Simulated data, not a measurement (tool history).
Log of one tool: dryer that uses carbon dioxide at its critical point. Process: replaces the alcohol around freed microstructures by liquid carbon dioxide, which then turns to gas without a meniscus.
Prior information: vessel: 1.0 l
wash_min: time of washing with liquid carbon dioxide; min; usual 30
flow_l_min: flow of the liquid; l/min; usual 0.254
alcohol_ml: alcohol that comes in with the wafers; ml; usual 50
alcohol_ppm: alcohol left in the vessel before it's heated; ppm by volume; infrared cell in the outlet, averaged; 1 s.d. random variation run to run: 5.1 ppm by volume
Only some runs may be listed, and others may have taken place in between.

{"run": 1, "hour": 0.0, "wash_min": 30, "flow_l_min": 0.254, "alcohol_ml": 50, "alcohol_ppm": 216}
{"run": 2, "hour": 47.1, "wash_min": 30, "flow_l_min": 0.254, "alcohol_ml": 50, "alcohol_ppm": 233}
{"hour": 72.6, "done": "inlet filter changed"}
{"run": 3, "hour": 78.8, "wash_min": 30, "flow_l_min": 0.254, "alcohol_ml": 50, "alcohol_ppm": 143}
{"run": 4, "hour": 105.2, "wash_min": 32, "flow_l_min": 0.254, "alcohol_ml": 50, "alcohol_ppm": 120}
{"run": 5, "hour": 151.3, "wash_min": 30, "flow_l_min": 0.254, "alcohol_ml": 50, "alcohol_ppm": 167}
{"run": 6, "hour": 171.4, "wash_min": 30, "flow_l_min": 0.352, "alcohol_ml": 50, "alcohol_ppm": 89}
{"run": 7, "hour": 206.7, "wash_min": 30, "flow_l_min": 0.352, "alcohol_ml": 50, "alcohol_ppm": 85}
{"run": 8, "hour": 243.6, "wash_min": 30, "flow_l_min": 0.254, "alcohol_ml": 50, "alcohol_ppm": 181}
{"run": 9, "hour": 276.2, "wash_min": 30, "flow_l_min": 0.314, "alcohol_ml": 50, "alcohol_ppm": 125}
{"run": 10, "hour": 322.2, "wash_min": 24, "flow_l_min": 0.254, "alcohol_ml": 50, "alcohol_ppm": 489}
{"run": 11, "hour": 355.3, "wash_min": 24, "flow_l_min": 0.254, "alcohol_ml": 50, "alcohol_ppm": 516}
{"run": 12, "hour": 378.2, "wash_min": 24, "flow_l_min": 0.254, "alcohol_ml": 50, "alcohol_ppm": 567}
{"run": 13, "hour": 406.1, "wash_min": 38, "flow_l_min": 0.262, "alcohol_ml": 64, "alcohol_ppm": 131}
{"hour": 412.3, "done": "inlet filter changed"}
{"run": 14, "hour": 446.8, "wash_min": 38, "flow_l_min": 0.262, "alcohol_ml": 64, "alcohol_ppm": 102}
{"run": 15, "hour": 473.8, "wash_min": 30, "flow_l_min": 0.422, "alcohol_ml": 33, "alcohol_ppm": 110}
{"run": 16, "hour": 521.5, "wash_min": 25, "flow_l_min": 0.309, "alcohol_ml": 53, "alcohol_ppm": 187}
{"run": 17, "hour": 556.5, "wash_min": 25, "flow_l_min": 0.309, "alcohol_ml": 53, "alcohol_ppm": 196}
{"hour": 581.8, "done": "purifier's bed changed"}
{"run": 18, "hour": 604.6, "wash_min": 25, "flow_l_min": 0.282, "alcohol_ml": 87, "alcohol_ppm": 287}
{"run": 19, "hour": 651.8, "wash_min": 20, "flow_l_min": 0.29, "alcohol_ml": 50, "alcohol_ppm": 515}
{"run": 20, "hour": 698.9, "wash_min": 31, "flow_l_min": 0.29, "alcohol_ml": 50, "alcohol_ppm": 64}
{"run": 21, "hour": 729.4, "wash_min": 30, "flow_l_min": 0.397, "alcohol_ml": 61, "alcohol_ppm": 25}
{"hour": 756.2, "done": "inlet filter changed"}
{"run": 22, "hour": 763.4, "wash_min": 30, "flow_l_min": 0.158, "alcohol_ml": 50, "alcohol_ppm": 797}
{"run": 23, "hour": 801.2, "wash_min": 30, "flow_l_min": 0.158, "alcohol_ml": 50, "alcohol_ppm": 845}

3 options for the next run, each taken on its own from the tool as it stands now. Forecast them:
{"run": "A", "hour": 836.0, "wash_min": 28, "flow_l_min": 0.274, "alcohol_ml": 24, "alcohol_ppm": "?"}
{"run": "B", "hour": 836.0, "wash_min": 37, "flow_l_min": 0.386, "alcohol_ml": 50, "alcohol_ppm": "?"}
{"run": "C", "hour": 836.0, "wash_min": 19, "flow_l_min": 0.187, "alcohol_ml": 90, "alcohol_ppm": "?"}

run=A alcohol_ppm=57
run=B alcohol_ppm=31
run=C alcohol_ppm=4347
What these runs would have given with no unlogged condition in the tool:
run=A alcohol_ppm=32
run=B alcohol_ppm=13
run=C alcohol_ppm=3865
